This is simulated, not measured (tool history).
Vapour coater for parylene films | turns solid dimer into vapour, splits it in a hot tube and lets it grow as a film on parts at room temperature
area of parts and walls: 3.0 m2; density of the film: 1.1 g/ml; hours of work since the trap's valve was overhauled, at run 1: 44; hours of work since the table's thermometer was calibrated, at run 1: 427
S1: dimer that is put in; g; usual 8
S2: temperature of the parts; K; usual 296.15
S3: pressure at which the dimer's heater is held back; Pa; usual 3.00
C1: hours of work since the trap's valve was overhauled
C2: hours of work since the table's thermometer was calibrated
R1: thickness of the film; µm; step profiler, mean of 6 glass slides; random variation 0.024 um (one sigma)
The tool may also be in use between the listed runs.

{"run": 1, "hour": 0.0, "S1": 8, "S2": 296.15, "S3": 3.0, "C1": 44, "C2": 427, "R1": 1.62}
{"run": 2, "hour": 71.8, "S1": 8, "S2": 296.15, "S3": 3.0, "C1": 83, "C2": 467, "R1": 1.56}
{"run": 3, "hour": 153.8, "S1": 8, "S2": 296.15, "S3": 3.0, "C1": 128, "C2": 512, "R1": 1.53}
{"run": 4, "hour": 206.6, "S1": 8, "S2": 296.15, "S3": 5.71, "C1": 158, "C2": 541, "R1": 1.3}
{"run": 5, "hour": 255.6, "S1": 8, "S2": 296.15, "S3": 5.71, "C1": 185, "C2": 568, "R1": 1.29}
{"run": 6, "hour": 322.4, "S1": 8, "S2": 291.15, "S3": 3.0, "C1": 221, "C2": 605, "R1": 1.69}
{"run": 7, "hour": 370.3, "S1": 8, "S2": 291.15, "S3": 3.0, "C1": 248, "C2": 631, "R1": 1.68}
{"run": 8, "hour": 404.8, "S1": 8, "S2": 303.15, "S3": 3.0, "C1": 267, "C2": 651, "R1": 1.17}
{"run": 9, "hour": 443.2, "S1": 8, "S2": 303.15, "S3": 3.0, "C1": 288, "C2": 672, "R1": 1.14}
{"hour": 475.9, "done": "trap's valve overhauled"}
{"run": 10, "hour": 493.3, "S1": 8, "S2": 303.15, "S3": 3.0, "C1": 10, "C2": 697, "R1": 1.32}
{"run": 11, "hour": 554.8, "S1": 8, "S2": 296.15, "S3": 3.0, "C1": 43, "C2": 731, "R1": 1.54}
{"run": 12, "hour": 629.0, "S1": 4, "S2": 296.15, "S3": 3.0, "C1": 84, "C2": 772, "R1": 0.78}
{"run": 13, "hour": 681.5, "S1": 4, "S2": 296.15, "S3": 3.0, "C1": 113, "C2": 801, "R1": 0.78}
{"run": 14, "hour": 732.9, "S1": 4, "S2": 296.15, "S3": 3.0, "C1": 142, "C2": 829, "R1": 0.77}
{"run": 15, "hour": 771.6, "S1": 6, "S2": 296.15, "S3": 3.0, "C1": 163, "C2": 851, "R1": 1.14}
{"run": 16, "hour": 829.2, "S1": 6, "S2": 296.15, "S3": 3.0, "C1": 195, "C2": 883, "R1": 1.07}
{"run": 17, "hour": 888.6, "S1": 6, "S2": 296.15, "S3": 3.0, "C1": 228, "C2": 915, "R1": 1.07}
{"run": 18, "hour": 962.5, "S1": 8, "S2": 301.15, "S3": 3.0, "C1": 268, "C2": 956, "R1": 1.22}
{"hour": 1031.0, "done": "trap's valve overhauled"}
{"run": 19, "hour": 1035.0, "S1": 8, "S2": 296.15, "S3": 2.2, "C1": 2, "C2": 994, "R1": 1.75}
{"run": 20, "hour": 1076.9, "S1": 8, "S2": 296.15, "S3": 3.0, "C1": 25, "C2": 1017, "R1": 1.58}
{"run": 21, "hour": 1155.7, "S1": 8, "S2": 296.15, "S3": 3.0, "C1": 69, "C2": 1060, "R1": 1.54}
{"run": 22, "hour": 1199.6, "S1": 8, "S2": 296.15, "S3": 3.0, "C1": 93, "C2": 1085, "R1": 1.55}
{"run": 23, "hour": 1271.7, "S1": 8, "S2": 290.15, "S3": 3.0, "C1": 133, "C2": 1124, "R1": 1.82}
{"run": 24, "hour": 1345.2, "S1": 8, "S2": 290.15, "S3": 3.0, "C1": 173, "C2": 1165, "R1": 1.81}
{"hour": 1406.8, "done": "table's thermometer calibrated"}
{"run": 25, "hour": 1410.0, "S1": 8, "S2": 290.15, "S3": 3.0, "C1": 209, "C2": 2, "R1": 1.77}
{"run": 26, "hour": 1490.1, "S1": 4, "S2": 290.15, "S3": 7.71, "C1": 253, "C2": 46, "R1": 0.73}
{"run": 27, "hour": 1571.8, "S1": 5, "S2": 301.15, "S3": 3.0, "C1": 298, "C2": 91, "R1": 0.75}
{"hour": 1583.8, "done": "trap's valve overhauled"}
{"run": 28, "hour": 1643.0, "S1": 5, "S2": 301.15, "S3": 3.0, "C1": 33, "C2": 128, "R1": 0.91}
{"hour": 1704.7, "done": "table's thermometer calibrated, once more"}
{"run": 29, "hour": 1711.4, "S1": 5, "S2": 294.15, "S3": 3.0, "C1": 70, "C2": 4, "R1": 1.01}
{"run": 30, "hour": 1749.8, "S1": 5, "S2": 294.15, "S3": 3.0, "C1": 91, "C2": 25, "R1": 1.05}
{"run": 31, "hour": 1819.9, "S1": 11, "S2": 296.15, "S3": 3.88, "C1": 130, "C2": 64, "R1": 2.02}
{"run": 32, "hour": 1871.7, "S1": 4, "S2": 295.15, "S3": 3.0, "C1": 158, "C2": 92, "R1": 0.77}
{"run": 33, "hour": 1947.1, "S1": 8, "S2": 296.15, "S3": 3.71, "C1": 200, "C2": 134, "R1": 1.38}
{"run": 34, "hour": 2011.7, "S1": 8, "S2": 299.15, "S3": 2.67, "C1": 236, "C2": 169, "R1": 1.38}
{"run": 35, "hour": 2047.8, "S1": 8, "S2": 299.15, "S3": 2.67, "C1": 255, "C2": 189, "R1": 1.35}
{"run": 36, "hour": 2104.0, "S1": 8, "S2": 299.15, "S3": 2.67, "C1": 286, "C2": 220, "R1": 1.31}
{"hour": 2140.8, "done": "trap's valve overhauled"}
{"run": 37, "hour": 2188.7, "S1": 4, "S2": 296.15, "S3": 2.19, "C1": 26, "C2": 265, "R1": 0.88}
{"run": 38, "hour": 2266.2, "S1": 4, "S2": 300.15, "S3": 9.81, "C1": 69, "C2": 308, "R1": 0.53}
{"run": 39, "hour": 2345.8, "S1": 4, "S2": 300.15, "S3": 9.81, "C1": 113, "C2": 352, "R1": 0.51}
{"run": 40, "hour": 2394.4, "S1": 10, "S2": 293.15, "S3": 5.89, "C1": 140, "C2": 378, "R1": 1.76}
{"run": 41, "hour": 2458.6, "S1": 10, "S2": 293.15, "S3": 5.89, "C1": 175, "C2": 414, "R1": 1.76}
{"run": 42, "hour": 2525.9, "S1": 13, "S2": 289.15, "S3": 10.45, "C1": 212, "C2": 451, "R1": 2.24}
{"run": 43, "hour": 2595.8, "S1": 8, "S2": 296.15, "S3": 3.9, "C1": 251, "C2": 489, "R1": 1.36}
{"run": 44, "hour": 2637.1, "S1": 7, "S2": 289.15, "S3": 2.36, "C1": 274, "C2": 512, "R1": 1.63}
{"hour": 2695.5, "done": "trap's valve overhauled"}
{"run": 45, "hour": 2706.1, "S1": 8, "S2": 301.15, "S3": 8.48, "C1": 6, "C2": 548, "R1": 1.13}
{"run": 46, "hour": 2767.2, "S1": 11, "S2": 290.15, "S3": 10.4, "C1": 40, "C2": 582, "R1": 2.01}
{"run": 47, "hour": 2830.3, "S1": 11, "S2": 290.15, "S3": 10.4, "C1": 74, "C2": 617, "R1": 1.95}
{"run": 48, "hour": 2877.7, "S1": 3, "S2": 296.15, "S3": 2.06, "C1": 101, "C2": 643, "R1": 0.63}

Measured less the same run without the tool's hidden state. The same run-to-run variation is in both; the gauge's scatter may not be:
The hidden state here: vapour lost through the trap's worn valve, %; true temperature of the parts over the reading, C; drift of the gauge itself on film_um, %.
run=1 R1=-0.02
run=2 R1=-0.04
run=3 R1=-0.08
run=4 R1=-0.08
run=5 R1=-0.09
run=6 R1=-0.15
run=7 R1=-0.17
run=8 R1=-0.13
run=9 R1=-0.14
run=10 R1=+0.00
run=11 R1=-0.02
run=12 R1=-0.02
run=13 R1=-0.03
run=14 R1=-0.03
run=15 R1=-0.07
run=16 R1=-0.09
run=17 R1=-0.10
run=18 R1=-0.14
run=19 R1=+0.01
run=20 R1=+0.00
run=21 R1=-0.03
run=22 R1=-0.05
run=23 R1=-0.09
run=24 R1=-0.11
run=25 R1=-0.12
run=26 R1=-0.06
run=27 R1=-0.09
run=28 R1=+0.02
run=29 R1=-0.03
run=30 R1=-0.04
run=31 R1=-0.11
run=32 R1=-0.06
run=33 R1=-0.12
run=34 R1=-0.14
run=35 R1=-0.16
run=36 R1=-0.17
run=37 R1=-0.01
run=38 R1=-0.02
run=39 R1=-0.03
run=40 R1=-0.11
run=41 R1=-0.13
run=42 R1=-0.20
run=43 R1=-0.15
run=44 R1=-0.20
run=45 R1=+0.00
run=46 R1=-0.02
run=47 R1=-0.05
run=48 R1=-0.02
